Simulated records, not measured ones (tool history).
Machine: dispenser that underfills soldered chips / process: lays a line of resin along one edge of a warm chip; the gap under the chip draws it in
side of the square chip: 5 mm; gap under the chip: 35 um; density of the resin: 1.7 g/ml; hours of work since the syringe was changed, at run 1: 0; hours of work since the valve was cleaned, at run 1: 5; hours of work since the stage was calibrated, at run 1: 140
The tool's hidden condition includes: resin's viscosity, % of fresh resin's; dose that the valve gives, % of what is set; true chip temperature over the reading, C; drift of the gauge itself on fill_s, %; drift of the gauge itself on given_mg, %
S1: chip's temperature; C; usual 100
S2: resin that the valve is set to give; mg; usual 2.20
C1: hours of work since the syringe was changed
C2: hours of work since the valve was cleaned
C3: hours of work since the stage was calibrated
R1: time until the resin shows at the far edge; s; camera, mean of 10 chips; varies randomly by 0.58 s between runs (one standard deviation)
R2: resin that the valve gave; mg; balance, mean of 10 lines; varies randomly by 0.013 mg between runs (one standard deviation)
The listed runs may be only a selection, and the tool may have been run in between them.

run   hour   S1    S2  C1  C2   C3    R1    R2
  1    0.0  100  2.20   0   5  140  48.2  2.21
  2    4.9  101  2.20   4   8  143  54.1  2.16
      12.5  -- new syringe of resin
  3   14.2  101  2.20   1  15  150  48.4  2.17
  4   24.3  100  2.20   9  23  158  66.2  2.14
      25.3  -- new syringe of resin
  5   30.9  100  2.20   4  28  163  53.9  2.16
      37.8  -- new syringe of resin
  6   38.0  100  2.20   0  33  168  49.7  2.17
  7   44.3  114  2.20   5  37  172  36.9  2.14
      50.8  -- new syringe of resin
  8   50.8  100  2.20   0  42  177  47.1  2.14
      59.6  -- dispensing valve cleaned and set on the balance
  9   59.8  100  2.20   6   0  183  58.2  2.22
      64.6  -- new syringe of resin
 10   70.0  100  2.20   4   8  191  54.6  2.19
      77.3  -- new syringe of resin
 11   78.0  100  2.20   0  13  196  47.6  2.19
 12   86.5  100  2.20   7  20  203  60.8  2.19
      89.7  -- new syringe of resin
 13   96.1   94  2.20   5  27  210  69.7  2.15
 14  101.5   99  2.20   9  31  214  68.5  2.16
     102.4  -- new syringe of resin
 15  110.9  101  2.20   6  38  221  57.3  2.12
     115.5  -- new syringe of resin
 16  120.8  101  2.20   4  45  228  51.6  2.11
     125.4  -- dispensing valve cleaned and set on the balance
 17  128.0  101  2.20   9   2  233  61.4  2.19
     129.4  -- new syringe of resin
 18  133.0  101  2.20   3   5  236  50.1  2.16
 19  139.8  102  2.70   8  11  242  57.4  2.67
     141.9  -- new syringe of resin
 20  146.7   96  2.77   4  16  247  59.5  2.75
 21  153.5   96  2.77   9  21  252  71.1  2.73
     154.4  -- new syringe of resin
 22  162.4  104  2.28   6  27  258  48.8  2.25

Estimate the outcome of run 23 from the log above:
     166.7  -- new syringe of resin
 23  171.8  102  2.20   4  34  265   ?   ?

{"run 23": {"R1": 51.0, "R2": 2.14}}
With no hidden state in the tool, this same run would have given R1 45.8 s, R2 2.20 mg.

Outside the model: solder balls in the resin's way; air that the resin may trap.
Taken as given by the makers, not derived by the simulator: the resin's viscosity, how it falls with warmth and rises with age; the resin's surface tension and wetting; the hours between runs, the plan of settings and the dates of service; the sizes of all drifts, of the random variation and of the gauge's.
